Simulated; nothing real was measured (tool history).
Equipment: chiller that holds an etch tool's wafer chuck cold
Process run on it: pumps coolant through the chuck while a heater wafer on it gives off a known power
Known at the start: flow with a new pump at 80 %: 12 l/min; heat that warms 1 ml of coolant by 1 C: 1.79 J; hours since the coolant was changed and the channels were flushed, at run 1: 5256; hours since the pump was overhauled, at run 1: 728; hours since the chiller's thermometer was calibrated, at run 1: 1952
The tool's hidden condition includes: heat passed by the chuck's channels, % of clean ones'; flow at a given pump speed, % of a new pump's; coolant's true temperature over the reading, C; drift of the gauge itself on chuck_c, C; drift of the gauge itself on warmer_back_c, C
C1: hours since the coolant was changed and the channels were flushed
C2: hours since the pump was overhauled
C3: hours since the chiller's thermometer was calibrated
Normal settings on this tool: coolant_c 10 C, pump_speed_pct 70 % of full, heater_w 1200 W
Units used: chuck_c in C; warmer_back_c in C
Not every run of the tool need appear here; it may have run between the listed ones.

{"run": 1, "day": 0.0, "coolant_c": 10, "pump_speed_pct": 70, "heater_w": 1200, "C1": 5256, "C2": 728, "C3": 1952, "chuck_c": 22.18, "warmer_back_c": 3.87}
{"run": 2, "day": 0.679, "coolant_c": 10, "pump_speed_pct": 70, "heater_w": 1200, "C1": 5272, "C2": 745, "C3": 1968, "chuck_c": 22.21, "warmer_back_c": 3.86}
{"run": 3, "day": 1.625, "coolant_c": 10, "pump_speed_pct": 72, "heater_w": 1200, "C1": 5295, "C2": 767, "C3": 1991, "chuck_c": 22.13, "warmer_back_c": 3.78}
{"run": 4, "day": 2.838, "coolant_c": 10, "pump_speed_pct": 70, "heater_w": 1200, "C1": 5324, "C2": 797, "C3": 2020, "chuck_c": 22.13, "warmer_back_c": 3.9}
{"run": 5, "day": 4.25, "coolant_c": 10, "pump_speed_pct": 70, "heater_w": 1200, "C1": 5358, "C2": 830, "C3": 2054, "chuck_c": 22.24, "warmer_back_c": 3.9}
{"run": 6, "day": 5.412, "coolant_c": 10, "pump_speed_pct": 70, "heater_w": 1200, "C1": 5386, "C2": 858, "C3": 2082, "chuck_c": 22.4, "warmer_back_c": 3.88}
{"run": 7, "day": 6.504, "coolant_c": 10, "pump_speed_pct": 70, "heater_w": 1200, "C1": 5412, "C2": 885, "C3": 2108, "chuck_c": 22.13, "warmer_back_c": 3.87}
{"run": 8, "day": 7.412, "coolant_c": 10, "pump_speed_pct": 97, "heater_w": 1200, "C1": 5434, "C2": 906, "C3": 2130, "chuck_c": 20.24, "warmer_back_c": 2.72}
{"run": 9, "day": 8.283, "coolant_c": 10, "pump_speed_pct": 97, "heater_w": 615, "C1": 5455, "C2": 927, "C3": 2151, "chuck_c": 15.07, "warmer_back_c": 1.4}
{"day": 8.904, "done": "chiller's thermometer calibrated"}
{"run": 10, "day": 9.046, "coolant_c": 10, "pump_speed_pct": 70, "heater_w": 1200, "C1": 5472, "C2": 945, "C3": 3, "chuck_c": 22.1, "warmer_back_c": 3.88}
{"run": 11, "day": 9.675, "coolant_c": 10, "pump_speed_pct": 70, "heater_w": 1200, "C1": 5487, "C2": 960, "C3": 19, "chuck_c": 22.24, "warmer_back_c": 3.86}
{"run": 12, "day": 10.446, "coolant_c": 10, "pump_speed_pct": 67, "heater_w": 1200, "C1": 5506, "C2": 978, "C3": 37, "chuck_c": 22.58, "warmer_back_c": 4.06}
{"run": 13, "day": 11.596, "coolant_c": 10, "pump_speed_pct": 67, "heater_w": 680, "C1": 5533, "C2": 1006, "C3": 65, "chuck_c": 17.01, "warmer_back_c": 2.37}
{"run": 14, "day": 12.988, "coolant_c": 10, "pump_speed_pct": 67, "heater_w": 680, "C1": 5567, "C2": 1039, "C3": 98, "chuck_c": 16.97, "warmer_back_c": 2.3}
{"run": 15, "day": 14.317, "coolant_c": 10, "pump_speed_pct": 67, "heater_w": 680, "C1": 5599, "C2": 1071, "C3": 130, "chuck_c": 16.98, "warmer_back_c": 2.28}
{"run": 16, "day": 15.533, "coolant_c": 10, "pump_speed_pct": 67, "heater_w": 680, "C1": 5628, "C2": 1100, "C3": 159, "chuck_c": 16.97, "warmer_back_c": 2.29}
{"day": 16.142, "done": "chiller's thermometer calibrated, once more"}
{"run": 17, "day": 16.675, "coolant_c": 4, "pump_speed_pct": 67, "heater_w": 1633, "C1": 5654, "C2": 1127, "C3": 13, "chuck_c": 21.38, "warmer_back_c": 5.55}

Run 18, settings as shown, results not yet in. Your forecast:
{"run": 18, "day": 17.85, "coolant_c": 6, "pump_speed_pct": 66, "heater_w": 908, "C1": 5682, "C2": 1155, "C3": 41, "chuck_c": "?", "warmer_back_c": "?"}

Run 18 measured chuck_c 15.82 C, warmer_back_c 3.14 C.
If the tool had no hidden condition, the same run with the same run-to-run variation would have returned chuck_c 15.31 C, warmer_back_c 3.13 C.

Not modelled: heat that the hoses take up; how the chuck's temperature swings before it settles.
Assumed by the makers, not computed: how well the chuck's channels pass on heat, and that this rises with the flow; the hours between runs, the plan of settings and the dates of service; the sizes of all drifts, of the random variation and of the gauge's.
